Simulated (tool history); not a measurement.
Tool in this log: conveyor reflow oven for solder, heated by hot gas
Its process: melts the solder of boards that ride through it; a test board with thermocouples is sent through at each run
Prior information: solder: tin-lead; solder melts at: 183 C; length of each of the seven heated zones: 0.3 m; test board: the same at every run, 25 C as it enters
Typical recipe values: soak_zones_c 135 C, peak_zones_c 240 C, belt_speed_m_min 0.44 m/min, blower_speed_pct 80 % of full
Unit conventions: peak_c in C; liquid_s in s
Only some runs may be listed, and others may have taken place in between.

run    day  soak_zones_c  peak_zones_c  belt_speed_m_min  blower_speed_pct  peak_c  liquid_s
  1      0           135           240              0.44                80   218.2      60.2
  2   0.75           135           240              0.44                80   218.4      60.6
  3  1.508           135           240              0.44                80     217      59.7
  4  1.967           136           240              0.44                80   217.9      59.9
  5  2.712           136           240              0.44                80     218      60.8
  6    3.1           135           240              0.44                80     218      59.4
     3.492  -- flux residue cleaned out of gas plates and filters
  7  3.825           135           240              0.44                80   221.5      63.3
  8  4.212           135           250             0.518                80   222.7      53.8
  9      5           148           250             0.524                73   223.2      57.8
 10  5.379           140           238              0.44                80   219.4      63.2
 11  6.217           140           238              0.44                80     220      64.1
 12  6.754           127           249             0.463                74   222.5      58.8
 13  7.542           132           231             0.405                85     215        64

Below are 3 alternative next runs, each starting from the tool's condition after run 13. Predict each:
  A  8.033           132           255             0.377                58       ?         ?
  B  8.033           135           255              0.44                80       ?         ?
  C  8.033           123           240              0.44                60       ?         ?

run  peak_c  liquid_s
  A     232      81.9
  B     233      70.3
  C   210.8      48.6
With no hidden state in the tool, these same runs would have given:
run  peak_c  liquid_s
  A   232.3      81.7
  B   233.5      70.3
  C   211.1      48.8
